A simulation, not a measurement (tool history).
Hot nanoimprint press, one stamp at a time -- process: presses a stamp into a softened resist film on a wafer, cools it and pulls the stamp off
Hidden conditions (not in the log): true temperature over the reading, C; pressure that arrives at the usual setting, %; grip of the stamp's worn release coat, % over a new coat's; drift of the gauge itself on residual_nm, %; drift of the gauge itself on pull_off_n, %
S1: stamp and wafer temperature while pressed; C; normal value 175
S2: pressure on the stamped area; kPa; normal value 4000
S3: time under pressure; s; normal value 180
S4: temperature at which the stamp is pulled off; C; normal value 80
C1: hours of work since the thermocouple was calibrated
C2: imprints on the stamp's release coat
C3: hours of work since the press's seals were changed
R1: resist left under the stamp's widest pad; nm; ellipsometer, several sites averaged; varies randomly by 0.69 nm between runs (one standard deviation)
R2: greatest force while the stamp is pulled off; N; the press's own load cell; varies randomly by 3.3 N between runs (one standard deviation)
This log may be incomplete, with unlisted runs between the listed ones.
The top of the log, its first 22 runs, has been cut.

run 23 day=10.183 | S1=164 S2=3400 S3=180 S4=67 | C1=108 C2=931 C3=263 | R1=135 R2=224
run 24 day=10.567 | S1=164 S2=3400 S3=180 S4=67 | C1=114 C2=959 C3=268 | R1=135.2 R2=225
run 25 day=10.829 | S1=164 S2=3400 S3=239 S4=67 | C1=118 C2=978 C3=272 | R1=124.6 R2=233
run 26 day=11.333 | S1=175 S2=2630 S3=217 S4=79 | C1=125 C2=1014 C3=280 | R1=92.3 R2=199
run 27 day=11.654 | S1=186 S2=4000 S3=180 S4=70 | C1=130 C2=1037 C3=285 | R1=51.2 R2=223
run 28 day=12.083 | S1=166 S2=4000 S3=180 S4=68 | C1=137 C2=1067 C3=291 | R1=119.6 R2=232
run 29 day=12.567 | S1=170 S2=4000 S3=180 S4=68 | C1=144 C2=1102 C3=298 | R1=101 R2=232
run 30 day=12.871 | S1=175 S2=4790 S3=180 S4=77 | C1=148 C2=1124 C3=303 | R1=76 R2=211
-- day=13.404 stamp cleaned and given a new release coat
run 31 day=13.671 | S1=175 S2=4000 S3=180 S4=77 | C1=157 C2=19 C3=311 | R1=82.2 R2=161

Alternative continuations, all from the tool just after run 31; predict every row:
run A day=14.029 | S1=175 S2=2750 S3=254 S4=80 | C1=162 C2=45 C3=316 | R1=? R2=?
run B day=14.029 | S1=180 S2=4000 S3=180 S4=86 | C1=162 C2=45 C3=316 | R1=? R2=?
run C day=14.029 | S1=182 S2=2960 S3=180 S4=80 | C1=162 C2=45 C3=316 | R1=? R2=?

run=A R1=85.5 R2=156
run=B R1=65.5 R2=146
run=C R1=70.9 R2=154
Without the tool's hidden state the same runs would have given:
run=A R1=83.7 R2=154
run=B R1=63.9 R2=144
run=C R1=69.4 R2=152
